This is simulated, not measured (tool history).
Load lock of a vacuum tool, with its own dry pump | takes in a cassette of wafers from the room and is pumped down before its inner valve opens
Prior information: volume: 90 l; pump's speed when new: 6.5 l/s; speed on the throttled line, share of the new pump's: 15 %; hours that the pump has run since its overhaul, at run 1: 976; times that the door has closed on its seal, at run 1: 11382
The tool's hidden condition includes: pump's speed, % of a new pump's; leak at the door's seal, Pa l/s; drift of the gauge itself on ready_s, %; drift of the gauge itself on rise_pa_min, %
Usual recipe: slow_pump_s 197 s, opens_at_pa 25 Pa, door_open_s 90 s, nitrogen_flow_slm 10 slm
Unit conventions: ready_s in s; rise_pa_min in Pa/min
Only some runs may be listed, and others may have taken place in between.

run	hour	slow_pump_s	opens_at_pa	door_open_s	nitrogen_flow_slm	hours that the pump has run since its overhaul	times that the door has closed on its seal	incoming humidity of the room's air, %	ready_s	rise_pa_min
1	0	197	25	90	10	976	11382	38.9	285.5	0.115
2	134.3	197	25	90	4	1111	11673	44.5	285.1	0.139
3	262.7	197	25	90	4	1239	11951	48.4	289.4	0.149
4	378.3	197	25	90	33	1355	12201	43.5	286.6	0.108
5	480.4	197	25	90	33	1457	12422	45.6	286.2	0.115
6	602.9	197	25	90	33	1579	12687	43.6	288	0.122
7	744.4	197	25	90	10	1721	12994	42.9	287.3	0.138
8	940	197	25	90	10	1916	13417	45.7	285.7	0.151
9	1046.4	197	25	90	10	2023	13647	45.6	288.8	0.148
10	1207.9	155	25	90	10	2184	13997	43.9	253.2	0.148
11	1317	155	25	90	10	2293	14233	45.5	253.5	0.153
12	1408.7	197	25	90	10	2385	14431	44.5	293.1	0.16
13	1559.9	197	25	90	10	2536	14759	45.9	291.5	0.161
14	1702.1	197	20	90	10	2678	15066	43.7	294.2	0.161
15	1853.7	197	20	90	10	2830	15394	46.5	295.7	0.165
16	2020.5	197	20	90	10	2997	15755	44.5	295.5	0.168
17	2121	197	20	90	10	3097	15973	45.4	293.5	0.171
18	2288.7	197	20	90	10	3265	16336	47.9	292.1	0.177
19	2442.1	197	20	90	10	3418	16668	44.3	296.3	0.181
20	2555.3	197	20	90	10	3532	16913	43.4	295.2	0.188
21	2647.8	230	25	42	10	3624	17113	42.4	319.5	0.175
22	2776.6	230	25	219	10	3753	17392	47	319.3	0.226
23	2888.4	304	19	90	7	3865	17634	43.1	387.3	0.203
24	3008	304	19	90	7	3984	17893	44.9	390.5	0.212
25	3153.5	363	32	114	34	4130	18207	46.1	425.9	0.189
26	3274	245	44	201	4	4250	18468	42.9	324.7	0.267
27	3461.6	229	44	201	4	4438	18874	43.5	307	0.274
28	3579.9	121	31	186	10	4556	19130	43.7	224.7	0.24
29	3741	121	31	186	10	4717	19479	42.7	229.1	0.242
30	3832.1	132	31	186	10	4808	19676	46.6	238.4	0.254
31	3997.8	132	31	186	10	4974	20035	43.3	234.9	0.26
# hour 4062.9: door's seal changed, seat wiped
32	4117.6	155	25	90	16	5092	119	47.4	261.8	0.026
33	4235.7	333	25	141	16	5211	374	44.1	410.4	0.033
34	4382.3	333	25	141	16	5357	692	45.1	411.2	0.038
35	4473.4	240	28	217	34	5448	889	42.5	331.5	0.031
36	4561.7	197	43	90	23	5537	1080	47.2	287.6	0.018

Take each entry between the runs: how does the hidden state at the last listed run before it differ from the hidden state at the first listed run after it?
From run 31 to run 32: door's seal changed, seat wiped (hour 4062.9)
  pump's speed, % of a new pump's: 87.6 -> 87.3; leak at the door's seal, Pa l/s: 0.3027 -> 0.0027
  what was measured, less what the result would be without the hidden state, ready_s: +13 -> +13.5 s; rise_pa_min: +0.201 -> +0 Pa/min

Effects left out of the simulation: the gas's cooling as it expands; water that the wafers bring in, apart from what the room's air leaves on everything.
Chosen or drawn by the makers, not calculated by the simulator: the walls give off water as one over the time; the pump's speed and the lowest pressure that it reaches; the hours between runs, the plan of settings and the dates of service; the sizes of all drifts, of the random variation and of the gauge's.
